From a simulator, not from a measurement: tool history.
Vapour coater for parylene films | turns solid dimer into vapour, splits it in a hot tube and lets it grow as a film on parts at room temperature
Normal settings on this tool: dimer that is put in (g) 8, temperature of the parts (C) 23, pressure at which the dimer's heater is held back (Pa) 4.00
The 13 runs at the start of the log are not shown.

| run | hour | dimer that is put in (g) | temperature of the parts (C) | pressure at which the dimer's heater is held back (Pa) | hours of work since the trap's valve was overhauled | hours of work since the table's thermometer was calibrated | thickness of the film (um) |
|---|---|---|---|---|---|---|---|
| 14 | 401.6 | 4 | 23 | 4.00 | 644 | 977 | 0.65 |
|  | 409.7 | trap's valve overhauled |
| 15 | 429.6 | 8 | 23 | 3.80 | 17 | 997 | 1.25 |
| 16 | 450.1 | 8 | 23 | 3.80 | 34 | 1014 | 1.29 |
| 17 | 469.7 | 3 | 19 | 3.80 | 50 | 1030 | 0.57 |
| 18 | 515.1 | 5 | 20 | 3.80 | 88 | 1068 | 0.93 |
| 19 | 535.8 | 5 | 20 | 3.80 | 105 | 1085 | 0.91 |
| 20 | 574.4 | 7 | 26 | 3.80 | 137 | 1117 | 0.97 |
| 21 | 620.6 | 4 | 23 | 4.00 | 176 | 1156 | 0.64 |
| 22 | 644.5 | 13 | 23 | 4.00 | 196 | 1176 | 2.07 |
| 23 | 687.7 | 4 | 17 | 3.54 | 232 | 1212 | 0.86 |
| 24 | 733.6 | 4 | 28 | 3.14 | 270 | 1250 | 0.54 |
| 25 | 779.2 | 4 | 28 | 3.14 | 308 | 1288 | 0.49 |
| 26 | 809.0 | 8 | 32 | 4.75 | 333 | 1313 | 0.83 |
| 27 | 837.0 | 8 | 21 | 4.00 | 356 | 1336 | 1.37 |
| 28 | 873.8 | 8 | 21 | 4.00 | 387 | 1367 | 1.39 |
| 29 | 915.5 | 8 | 21 | 4.00 | 422 | 1402 | 1.42 |
| 30 | 962.2 | 5 | 23 | 4.74 | 461 | 1441 | 0.79 |
| 31 | 1009.0 | 3 | 22 | 8.64 | 500 | 1480 | 0.44 |
| 32 | 1046.2 | 3 | 22 | 8.64 | 531 | 1511 | 0.45 |

Below are 5 alternative next runs, each starting from the tool's condition after run 32. Predict each:
| A | 1078.9 | 3 | 22 | 9.88 | 558 | 1538 | ? |
| B | 1078.9 | 3 | 22 | 2.09 | 558 | 1538 | ? |
| C | 1078.9 | 5 | 16 | 4.26 | 558 | 1538 | ? |
| D | 1078.9 | 9 | 31 | 8.64 | 558 | 1538 | ? |
| E | 1078.9 | 7 | 23 | 4.00 | 558 | 1538 | ? |

| run | thickness of the film (um) |
|---|---|
| A | 0.50 |
| B | 0.54 |
| C | 1.12 |
| D | 0.92 |
| E | 1.12 |
What these runs would have given with no unlogged condition in the tool:
| run | thickness of the film (um) |
|---|---|
| A | 0.51 |
| B | 0.55 |
| C | 1.13 |
| D | 0.93 |
| E | 1.13 |
